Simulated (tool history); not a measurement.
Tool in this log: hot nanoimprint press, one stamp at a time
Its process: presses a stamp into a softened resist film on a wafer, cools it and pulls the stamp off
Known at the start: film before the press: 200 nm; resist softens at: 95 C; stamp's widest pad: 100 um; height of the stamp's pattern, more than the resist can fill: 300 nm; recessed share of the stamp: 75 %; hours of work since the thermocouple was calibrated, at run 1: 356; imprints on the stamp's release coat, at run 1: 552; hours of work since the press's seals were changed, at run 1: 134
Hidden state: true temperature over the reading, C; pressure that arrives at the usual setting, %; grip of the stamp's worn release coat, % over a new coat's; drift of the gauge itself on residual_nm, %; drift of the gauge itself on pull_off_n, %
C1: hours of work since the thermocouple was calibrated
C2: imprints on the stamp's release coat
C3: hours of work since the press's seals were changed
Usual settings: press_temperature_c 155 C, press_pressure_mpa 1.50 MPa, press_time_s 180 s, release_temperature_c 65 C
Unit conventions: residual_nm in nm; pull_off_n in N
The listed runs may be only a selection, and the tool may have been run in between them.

run 1 hour=0.0 | press_temperature_c=155 press_pressure_mpa=1.50 press_time_s=180 release_temperature_c=65 | C1=356 C2=552 C3=134 | residual_nm=71.6 pull_off_n=237
run 2 hour=10.4 | press_temperature_c=155 press_pressure_mpa=1.50 press_time_s=180 release_temperature_c=65 | C1=360 C2=573 C3=139 | residual_nm=72.2 pull_off_n=239
run 3 hour=14.9 | press_temperature_c=155 press_pressure_mpa=1.50 press_time_s=330 release_temperature_c=65 | C1=362 C2=581 C3=141 | residual_nm=55.8 pull_off_n=238
run 4 hour=23.3 | press_temperature_c=155 press_pressure_mpa=1.50 press_time_s=180 release_temperature_c=64 | C1=366 C2=598 C3=145 | residual_nm=71.2 pull_off_n=247
run 5 hour=27.6 | press_temperature_c=155 press_pressure_mpa=1.50 press_time_s=180 release_temperature_c=64 | C1=368 C2=606 C3=146 | residual_nm=71.6 pull_off_n=249
run 6 hour=33.9 | press_temperature_c=166 press_pressure_mpa=1.50 press_time_s=180 release_temperature_c=65 | C1=371 C2=618 C3=149 | residual_nm=37.5 pull_off_n=235
run 7 hour=40.0 | press_temperature_c=166 press_pressure_mpa=1.50 press_time_s=180 release_temperature_c=65 | C1=374 C2=630 C3=152 | residual_nm=38.3 pull_off_n=235
-- hour=43.5 plate thermocouple calibrated
run 8 hour=50.0 | press_temperature_c=166 press_pressure_mpa=1.50 press_time_s=180 release_temperature_c=65 | C1=3 C2=644 C3=155 | residual_nm=38.3 pull_off_n=239
run 9 hour=58.3 | press_temperature_c=155 press_pressure_mpa=1.50 press_time_s=180 release_temperature_c=65 | C1=7 C2=660 C3=159 | residual_nm=72.5 pull_off_n=238
run 10 hour=64.6 | press_temperature_c=155 press_pressure_mpa=1.50 press_time_s=180 release_temperature_c=65 | C1=9 C2=672 C3=161 | residual_nm=72.1 pull_off_n=233
run 11 hour=72.6 | press_temperature_c=155 press_pressure_mpa=1.50 press_time_s=180 release_temperature_c=65 | C1=13 C2=688 C3=165 | residual_nm=72.3 pull_off_n=237
run 12 hour=82.4 | press_temperature_c=155 press_pressure_mpa=1.50 press_time_s=180 release_temperature_c=65 | C1=17 C2=707 C3=169 | residual_nm=72.8 pull_off_n=235
run 13 hour=90.6 | press_temperature_c=160 press_pressure_mpa=1.50 press_time_s=180 release_temperature_c=65 | C1=21 C2=723 C3=173 | residual_nm=53.6 pull_off_n=242
-- hour=103.7 stamp cleaned and given a new release coat
run 14 hour=103.9 | press_temperature_c=160 press_pressure_mpa=1.50 press_time_s=180 release_temperature_c=65 | C1=24 C2=0 C3=176 | residual_nm=53.5 pull_off_n=230
run 15 hour=111.1 | press_temperature_c=160 press_pressure_mpa=1.50 press_time_s=180 release_temperature_c=65 | C1=27 C2=14 C3=179 | residual_nm=53.1 pull_off_n=231
run 16 hour=115.9 | press_temperature_c=150 press_pressure_mpa=1.12 press_time_s=93 release_temperature_c=58 | C1=29 C2=24 C3=181 | residual_nm=134.8 pull_off_n=281
run 17 hour=124.4 | press_temperature_c=153 press_pressure_mpa=0.95 press_time_s=104 release_temperature_c=54 | C1=33 C2=40 C3=185 | residual_nm=120.9 pull_off_n=308
run 18 hour=132.5 | press_temperature_c=153 press_pressure_mpa=0.95 press_time_s=104 release_temperature_c=54 | C1=37 C2=56 C3=189 | residual_nm=120.5 pull_off_n=319
run 19 hour=141.8 | press_temperature_c=164 press_pressure_mpa=0.95 press_time_s=215 release_temperature_c=54 | C1=41 C2=74 C3=193 | residual_nm=50.6 pull_off_n=304
run 20 hour=146.1 | press_temperature_c=164 press_pressure_mpa=1.96 press_time_s=215 release_temperature_c=54 | C1=43 C2=83 C3=195 | residual_nm=34.3 pull_off_n=305
run 21 hour=156.6 | press_temperature_c=155 press_pressure_mpa=1.50 press_time_s=261 release_temperature_c=65 | C1=47 C2=103 C3=199 | residual_nm=61.8 pull_off_n=229
run 22 hour=165.9 | press_temperature_c=164 press_pressure_mpa=1.76 press_time_s=332 release_temperature_c=51 | C1=51 C2=121 C3=204 | residual_nm=30.6 pull_off_n=327
run 23 hour=174.6 | press_temperature_c=164 press_pressure_mpa=1.76 press_time_s=332 release_temperature_c=51 | C1=55 C2=138 C3=207 | residual_nm=30.3 pull_off_n=334
run 24 hour=183.2 | press_temperature_c=163 press_pressure_mpa=1.07 press_time_s=332 release_temperature_c=51 | C1=59 C2=155 C3=211 | residual_nm=41.9 pull_off_n=331
run 25 hour=187.4 | press_temperature_c=163 press_pressure_mpa=1.95 press_time_s=198 release_temperature_c=52 | C1=61 C2=163 C3=213 | residual_nm=37.6 pull_off_n=327
run 26 hour=195.7 | press_temperature_c=163 press_pressure_mpa=1.95 press_time_s=198 release_temperature_c=52 | C1=65 C2=179 C3=217 | residual_nm=37.4 pull_off_n=326
run 27 hour=205.3 | press_temperature_c=163 press_pressure_mpa=1.95 press_time_s=198 release_temperature_c=52 | C1=69 C2=198 C3=221 | residual_nm=37.3 pull_off_n=331
run 28 hour=215.0 | press_temperature_c=163 press_pressure_mpa=1.95 press_time_s=198 release_temperature_c=52 | C1=73 C2=217 C3=225 | residual_nm=37.7 pull_off_n=329
run 29 hour=219.7 | press_temperature_c=166 press_pressure_mpa=1.04 press_time_s=149 release_temperature_c=52 | C1=75 C2=226 C3=227 | residual_nm=50.4 pull_off_n=324

Each row is a separate what-if for the run after 29, all from the same tool condition, not one after another. Results?
run A hour=227.7 | press_temperature_c=155 press_pressure_mpa=1.07 press_time_s=237 release_temperature_c=55 | C1=79 C2=242 C3=231 | residual_nm=? pull_off_n=?
run B hour=227.7 | press_temperature_c=163 press_pressure_mpa=1.50 press_time_s=296 release_temperature_c=65 | C1=79 C2=242 C3=231 | residual_nm=? pull_off_n=?
run C hour=227.7 | press_temperature_c=158 press_pressure_mpa=1.08 press_time_s=180 release_temperature_c=69 | C1=79 C2=242 C3=231 | residual_nm=? pull_off_n=?
run D hour=227.7 | press_temperature_c=166 press_pressure_mpa=1.16 press_time_s=252 release_temperature_c=55 | C1=79 C2=242 C3=231 | residual_nm=? pull_off_n=?

run=A residual_nm=77.4 pull_off_n=311
run=B residual_nm=37.2 pull_off_n=236
run=C residual_nm=72.3 pull_off_n=202
run=D residual_nm=37.8 pull_off_n=296
What these runs would have given with no unlogged condition in the tool:
run=A residual_nm=77.4 pull_off_n=309
run=B residual_nm=37.2 pull_off_n=235
run=C residual_nm=72.4 pull_off_n=201
run=D residual_nm=37.9 pull_off_n=295
